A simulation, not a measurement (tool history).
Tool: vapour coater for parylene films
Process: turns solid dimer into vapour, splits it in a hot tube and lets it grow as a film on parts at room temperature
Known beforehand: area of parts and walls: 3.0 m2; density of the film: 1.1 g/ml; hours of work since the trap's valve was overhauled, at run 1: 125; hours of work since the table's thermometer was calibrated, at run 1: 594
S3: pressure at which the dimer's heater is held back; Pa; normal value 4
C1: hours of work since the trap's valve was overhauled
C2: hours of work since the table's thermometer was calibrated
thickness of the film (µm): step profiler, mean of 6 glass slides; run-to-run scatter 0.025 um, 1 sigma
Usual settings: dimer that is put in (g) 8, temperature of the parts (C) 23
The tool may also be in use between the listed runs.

{"run": 1, "hour": 0.0, "dimer that is put in (g)": 8, "temperature of the parts (C)": 23, "S3": 4, "C1": 125, "C2": 594, "thickness of the film (µm)": 1.82}
{"run": 2, "hour": 63.9, "dimer that is put in (g)": 8, "temperature of the parts (C)": 23, "S3": 4, "C1": 151, "C2": 620, "thickness of the film (µm)": 1.88}
{"run": 3, "hour": 94.8, "dimer that is put in (g)": 8, "temperature of the parts (C)": 23, "S3": 4, "C1": 164, "C2": 633, "thickness of the film (µm)": 1.83}
{"run": 4, "hour": 157.0, "dimer that is put in (g)": 8, "temperature of the parts (C)": 23, "S3": 4, "C1": 189, "C2": 658, "thickness of the film (µm)": 1.81}
{"run": 5, "hour": 211.2, "dimer that is put in (g)": 8, "temperature of the parts (C)": 23, "S3": 4, "C1": 212, "C2": 680, "thickness of the film (µm)": 1.79}
{"hour": 218.7, "done": "trap's valve overhauled"}
{"run": 6, "hour": 280.9, "dimer that is put in (g)": 8, "temperature of the parts (C)": 23, "S3": 4, "C1": 25, "C2": 707, "thickness of the film (µm)": 1.78}
{"run": 7, "hour": 340.2, "dimer that is put in (g)": 8, "temperature of the parts (C)": 23, "S3": 4, "C1": 50, "C2": 731, "thickness of the film (µm)": 1.77}

Run 8, settings as shown, results not yet in. Your forecast:
{"run": 8, "hour": 388.4, "dimer that is put in (g)": 8, "temperature of the parts (C)": 23, "S3": 4, "C1": 69, "C2": 751, "thickness of the film (µm)": "?"}

thickness of the film (µm): 1.78
Minus the tool's unlogged condition, the same run would have read thickness of the film (µm) 1.98.
